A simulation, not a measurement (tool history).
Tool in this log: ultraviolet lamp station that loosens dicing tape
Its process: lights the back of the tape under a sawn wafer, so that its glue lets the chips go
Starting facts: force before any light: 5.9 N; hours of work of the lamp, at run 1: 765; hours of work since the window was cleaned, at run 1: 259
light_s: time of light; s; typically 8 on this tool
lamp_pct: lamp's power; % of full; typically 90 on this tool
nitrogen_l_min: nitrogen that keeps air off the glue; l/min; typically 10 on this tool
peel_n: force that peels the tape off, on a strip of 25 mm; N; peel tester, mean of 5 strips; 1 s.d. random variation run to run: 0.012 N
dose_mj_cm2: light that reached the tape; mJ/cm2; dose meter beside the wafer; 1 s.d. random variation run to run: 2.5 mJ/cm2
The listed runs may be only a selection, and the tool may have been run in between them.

run   hour  light_s  lamp_pct  nitrogen_l_min  hours of work of the lamp  hours of work since the window was cleaned  peel_n  dose_mj_cm2
  1      0        8        90              10                        765                                         259   1.204          209
  2   30.6        8        90              10                        788                                         282   1.249          208
  3   44.4        8        90              10                        798                                         292   1.222          206
  4   61.6        8        66              10                        811                                         305   1.837          150
  5   84.9        8        66              10                        828                                         323   1.931          148
  6  116.5       14        66              10                        852                                         346   0.854          250
     139.7  -- window cleaned of glue's vapour
  7  141.4       14        66              10                        870                                           1   0.991          232
  8  156.7       14        80              10                        881                                          13   0.684          282
  9  184.7       14        80              10                        902                                          33   0.747          276
 10  203.5       14        80              10                        916                                          48   0.753          278
 11  226.9       14        80              10                        934                                          65   0.762          272
     231.4  -- window cleaned of glue's vapour, once more
 12  252.3       14        80              10                        952                                          16   0.482          339
 13  276.7       14        80              10                        970                                          34   0.522          336
 14    307        8        90              10                        993                                          56   1.156          207
 15  322.7        8        90              10                       1005                                          68   1.203          204
 16  349.9        8        90              10                       1025                                          88   1.242          207
 17    375        8        90              10                       1043                                         107   1.292          199
 18  395.4        8        81              10                       1059                                         122    1.43          181
 19  414.1        8        90              10                       1073                                         136   1.304          197
 20  446.8        8        90              10                       1097                                         160   1.307          191
 21  472.7        8        90              10                       1116                                         179   1.375          189
 22  497.6        8        75              10                       1135                                         198   1.842          154
 23  530.5        7        90               9                       1159                                         222   1.789          159
 24  561.7       10        96               4                       1182                                         246   1.436          238
 25    586       10        96               4                       1200                                         264   1.543          234
 26  608.3       10        92              10                       1217                                         280   1.097          218
 27  636.7        9        92              10                       1238                                         301    1.38          194
 28  660.6        9        92              10                       1256                                         319   1.395          188
 29  678.9        9        92              10                       1270                                         333   1.381          186
 30  710.6        6        96              10                       1293                                         356   2.118          127
     721.8  -- window cleaned of glue's vapour
 31  736.5        8        90               5                       1312                                          11   1.782          183
 32  751.7       13        98              18                       1323                                          22   0.389          327
 33  768.1       13        98              18                       1336                                          34   0.388          322
 34  791.7       13        98              18                       1353                                          52   0.421          320
 35  807.5       13        98              15                       1365                                          64   0.465          311
     826.2  -- lamp changed
 36  830.9       13        98              15                          3                                          80   0.168          525
 37  863.9       11        96               6                         28                                         105    0.39          428
 38  889.5        9        66               6                         47                                         124   1.245          237
 39  905.2        9        66               6                         59                                         136   1.211          238
 40    921        9        66               6                         71                                         147   1.222          229
 41  941.7        9        66               6                         86                                         163   1.275          230
 42  958.7       10        90               3                         99                                         175   0.923          341

For some of the steps in peel_n from one run to the next: how much would appear even if the tool had no hidden state, given the settings, what came in and random variation, and how much remains for the hidden state plus any gauge scatter that the measured result and the result without hidden state don't share?
Unlogged tool condition in this case: lamp's light, % of a new lamp's; light that the window lets through, % of a clean one's; drift of the gauge itself on peel_n, %; drift of the gauge itself on dose_mj_cm2, %.
Run 5 -> 6: light_s 8 -> 14. peel_n -1.077 N: hidden state -0.35, all else -0.727.
Run 30 -> 31: light_s 6 -> 8, lamp_pct 96 -> 90, nitrogen_l_min 10 -> 5, window cleaned of glue's vapour. peel_n -0.336 N: hidden state -0.317, all else -0.019.
Run 31 -> 32: light_s 8 -> 13, lamp_pct 90 -> 98, nitrogen_l_min 5 -> 18. peel_n -1.393 N: hidden state -0.692, all else -0.701.
Run 37 -> 38: light_s 11 -> 9, lamp_pct 96 -> 66. peel_n +0.855 N: hidden state +0.107, all else +0.748.
